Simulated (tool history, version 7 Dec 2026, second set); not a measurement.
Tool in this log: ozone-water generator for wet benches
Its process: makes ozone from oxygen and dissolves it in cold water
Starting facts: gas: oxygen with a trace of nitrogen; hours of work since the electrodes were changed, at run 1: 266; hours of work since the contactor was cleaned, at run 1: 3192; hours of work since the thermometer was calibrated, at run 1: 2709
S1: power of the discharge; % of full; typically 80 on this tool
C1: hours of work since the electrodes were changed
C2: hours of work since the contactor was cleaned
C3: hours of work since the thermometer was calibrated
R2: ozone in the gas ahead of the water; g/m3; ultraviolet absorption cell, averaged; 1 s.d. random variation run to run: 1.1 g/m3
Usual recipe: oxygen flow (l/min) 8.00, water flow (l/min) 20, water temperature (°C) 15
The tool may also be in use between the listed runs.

Run 1, hour 0.0: usual settings; C1 266; C2 3192; C3 2709. Result: dissolved ozone (ppm) 20.5, R2 187.3 g/m3.
Run 2, hour 27.4: usual settings; C1 286; C2 3213; C3 2729. Result: dissolved ozone (ppm) 20.7, R2 189.4 g/m3.
Run 3, hour 59.4: usual settings; C1 310; C2 3236; C3 2753. Result: dissolved ozone (ppm) 20.7, R2 188.6 g/m3.
Run 4, hour 88.6: usual settings; C1 331; C2 3258; C3 2774. Result: dissolved ozone (ppm) 20.9, R2 186.7 g/m3.
Run 5, hour 121.6: usual settings; C1 356; C2 3282; C3 2799. Result: dissolved ozone (ppm) 20.3, R2 186.9 g/m3.
Run 6, hour 148.5: usual settings; C1 375; C2 3302; C3 2818. Result: dissolved ozone (ppm) 20.7, R2 187.6 g/m3.
Run 7, hour 180.5: usual settings but S1 97 % of full; C1 399; C2 3325; C3 2842. Result: dissolved ozone (ppm) 24.0, R2 219.6 g/m3.
Run 8, hour 214.9: usual settings but S1 48 % of full, oxygen flow (l/min) 11.40, water temperature (°C) 18; C1 424; C2 3351; C3 2867. Result: dissolved ozone (ppm) 12.2, R2 104.1 g/m3.
Run 9, hour 244.6: usual settings but S1 48 % of full, oxygen flow (l/min) 11.40, water temperature (°C) 18; C1 446; C2 3373; C3 2889. Result: dissolved ozone (ppm) 12.5, R2 104.0 g/m3.
Run 10, hour 261.7: usual settings but S1 63 % of full, oxygen flow (l/min) 11.40, water temperature (°C) 19; C1 459; C2 3385; C3 2902. Result: dissolved ozone (ppm) 15.2, R2 127.7 g/m3.
Run 11, hour 293.0: usual settings but oxygen flow (l/min) 11.19, water flow (l/min) 18, water temperature (°C) 14; C1 482; C2 3408; C3 2925. Result: dissolved ozone (ppm) 21.7, R2 155.7 g/m3.
Run 12, hour 307.2: usual settings but S1 98 % of full, oxygen flow (l/min) 6.59, water flow (l/min) 17, water temperature (°C) 13; C1 492; C2 3419; C3 2935. Result: dissolved ozone (ppm) 29.3, R2 245.2 g/m3.
Run 13, hour 338.1: usual settings but S1 56 % of full, oxygen flow (l/min) 7.36, water flow (l/min) 29, water temperature (°C) 17; C1 515; C2 3442; C3 2958. Result: dissolved ozone (ppm) 10.4, R2 147.7 g/m3.

Here are 3 independent what-if runs from the current tool condition. What would each one return?
Run A, hour 367.1: usual settings but S1 56 % of full, oxygen flow (l/min) 4.50, water flow (l/min) 22, water temperature (°C) 10; C1 536; C2 3463; C3 2979. Result: dissolved ozone (ppm) ?, R2 ?.
Run B, hour 367.1: usual settings but oxygen flow (l/min) 9.93, water temperature (°C) 18; C1 536; C2 3463; C3 2979. Result: dissolved ozone (ppm) ?, R2 ?.
Run C, hour 367.1: usual settings but S1 56 % of full, oxygen flow (l/min) 7.36, water flow (l/min) 13, water temperature (°C) 17; C1 536; C2 3463; C3 2979. Result: dissolved ozone (ppm) ?, R2 ?.

run  dissolved ozone (ppm)     R2
  A                   14.8  191.8
  B                   19.0  165.6
  C                   21.5  148.5
Stripped of hidden state, with their random variation kept, the same runs would have yielded:
run  dissolved ozone (ppm)     R2
  A                   14.8  191.8
  B                   19.0  165.6
  C                   21.5  148.5
